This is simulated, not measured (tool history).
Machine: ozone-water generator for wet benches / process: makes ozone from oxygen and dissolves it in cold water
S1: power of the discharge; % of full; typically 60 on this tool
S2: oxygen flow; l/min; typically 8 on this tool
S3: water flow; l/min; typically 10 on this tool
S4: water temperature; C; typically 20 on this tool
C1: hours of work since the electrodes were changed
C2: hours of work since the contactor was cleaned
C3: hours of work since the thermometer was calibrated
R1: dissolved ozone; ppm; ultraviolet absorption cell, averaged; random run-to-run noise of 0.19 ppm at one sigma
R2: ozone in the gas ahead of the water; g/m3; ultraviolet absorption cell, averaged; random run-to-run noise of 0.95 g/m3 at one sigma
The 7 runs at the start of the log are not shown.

run	day	S1	S2	S3	S4	C1	C2	C3	R1	R2
8	43.042	47	8	10	20	4326	1187	1771	20.4	127.8
9	50.038	47	8	10	20	4483	1344	1928	20.1	128.5
10	55.988	60	4.19	10	20	4617	1478	2062	26.3	207.7
11	60.488	60	9.84	10	20	4718	1579	2163	22	130.4
12	66.833	60	9.84	10	20	4861	1722	2305	21.7	128.1
13	74.875	60	9.84	10	20	5041	1902	2486	21.8	128.4
14	82.804	60	9.84	10	20	5220	2081	2664	21	128.3
15	88.879	60	9.84	10	20	5356	2217	2801	21	127.8
16	94.142	65	8.51	6	15	5474	2335	2919	32.5	142.2
17	98.388	60	8	10	15	5570	2431	3014	25.2	140.9
18	102.571	100	5.38	8	18	5664	2525	3109	38	228.7
19	108.708	60	4.12	13	20	5802	2663	3246	20.8	201.2
20	113.546	48	10.34	13	14	5910	2771	3355	18	109.1
# day 118.133: water thermometer calibrated
21	118.133	79	8	7	18	6013	2874	0	31.4	163.5
22	122.775	60	8	8	20	6117	2978	104	24.2	140.2
23	131.379	60	8	8	20	6311	3172	298	23.8	137.8
24	135.983	61	7	7	28	6414	3275	401	21.6	150.8
25	142.371	61	7	7	19	6558	3419	545	27.3	150.9
26	150.879	61	7	7	19	6749	3610	736	26.8	150
27	157.371	86	7.71	10	24	6895	3756	882	23.3	170.6
28	164.762	86	7.71	10	24	7061	3922	1048	23.1	168.4
29	171.425	96	5.64	7	23	7210	4071	1197	32.3	210.2
30	177.529	62	12.99	8	18	7348	4209	1335	20.5	105.3

Branching from run 30: 4 alternative next runs. What would each branch give?
A	184.338	41	8	10	20	7501	4362	1488	?	?
B	184.338	66	7.46	9	18	7501	4362	1488	?	?
C	184.338	58	8	9	12	7501	4362	1488	?	?
D	184.338	44	8	7	20	7501	4362	1488	?	?

run	R1	R2
A	16.3	110.9
B	24.1	146.4
C	25.1	131.3
D	20.5	115.1
What these runs would have given with no unlogged condition in the tool:
run	R1	R2
A	20.7	127.5
B	32.1	177.7
C	32.9	157.3
D	25.8	133.3

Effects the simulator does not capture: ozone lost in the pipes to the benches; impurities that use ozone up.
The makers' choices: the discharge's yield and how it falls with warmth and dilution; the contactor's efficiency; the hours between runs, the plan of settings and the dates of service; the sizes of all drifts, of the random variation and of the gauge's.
